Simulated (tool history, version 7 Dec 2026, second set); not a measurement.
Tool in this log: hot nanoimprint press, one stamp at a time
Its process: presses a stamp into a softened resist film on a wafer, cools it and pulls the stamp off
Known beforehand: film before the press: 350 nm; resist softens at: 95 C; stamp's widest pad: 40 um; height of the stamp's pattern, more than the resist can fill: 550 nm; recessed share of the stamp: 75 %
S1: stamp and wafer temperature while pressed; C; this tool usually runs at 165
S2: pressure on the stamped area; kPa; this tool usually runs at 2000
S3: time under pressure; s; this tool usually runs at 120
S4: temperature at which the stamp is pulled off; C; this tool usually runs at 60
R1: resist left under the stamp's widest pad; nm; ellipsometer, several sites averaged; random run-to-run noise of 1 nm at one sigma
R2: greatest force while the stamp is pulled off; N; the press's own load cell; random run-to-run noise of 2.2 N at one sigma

run,hour,S1,S2,S3,S4,R1,R2
1,0.0,165,2000,120,60,150.9,104
2,12.5,165,2000,120,60,151.1,105
3,36.2,165,2000,120,60,151.7,106
4,56.6,165,2000,120,60,151.2,104
5,77.4,165,2000,120,60,153.0,103
6,105.0,165,2000,120,60,154.3,106
7,131.0,167,2000,120,60,140.5,105
8,147.2,167,3200,120,60,112.4,106
9,161.6,167,3200,120,60,113.1,107
10,175.4,167,3200,120,60,113.4,111
11,197.9,171,3200,120,60,95.8,107
12,209.6,171,3200,120,60,94.5,109
13,236.8,171,3200,120,60,97.9,115
14,255.7,171,3200,120,60,96.3,107
15,282.1,153,2000,120,60,241.6,106
16,305.9,165,2940,190,65,106.2,108
17,322.2,165,1330,120,53,181.1,115
18,346.8,165,2610,120,60,136.7,108
19,368.3,172,2000,92,60,128.9,111
# hour 372.8: plate thermocouple calibrated
20,389.1,172,2000,92,60,131.3,109
21,415.0,172,2000,92,60,131.5,111
22,428.6,172,2000,92,51,132.4,123
23,442.3,172,2000,92,51,131.2,125
# hour 454.3: plate thermocouple calibrated, once more
24,471.0,167,2910,68,51,149.0,122
25,493.4,164,2910,62,46,173.2,130
26,507.2,171,1290,239,48,111.6,126
27,532.9,167,2000,120,60,141.9,114

Measured result minus the same run's result without the hidden state. Both carry the same run-to-run variation, though not necessarily the same gauge scatter:
Hidden conditions of the tool in this case: true temperature over the reading, C; pressure that arrives at the usual setting, %; grip of the stamp's worn release coat, % over a new coat's; drift of the gauge itself on residual_nm, %; drift of the gauge itself on pull_off_n, %.
run,R1,R2
1,-0.1,+1
2,+0.0,+1
3,+0.2,+2
4,+0.4,+2
5,+0.6,+3
6,+0.8,+3
7,+1.0,+4
8,+1.4,+5
9,+1.5,+5
10,+1.5,+5
11,+1.5,+5
12,+1.5,+6
13,+1.7,+7
14,+1.9,+7
15,+2.7,+7
16,+2.5,+7
17,+2.5,+9
18,+3.0,+9
19,+2.6,+9
20,+3.3,+9
21,+3.5,+10
22,+3.7,+11
23,+3.7,+12
24,+2.3,+12
25,+2.8,+13
26,+1.1,+13
27,+2.1,+13

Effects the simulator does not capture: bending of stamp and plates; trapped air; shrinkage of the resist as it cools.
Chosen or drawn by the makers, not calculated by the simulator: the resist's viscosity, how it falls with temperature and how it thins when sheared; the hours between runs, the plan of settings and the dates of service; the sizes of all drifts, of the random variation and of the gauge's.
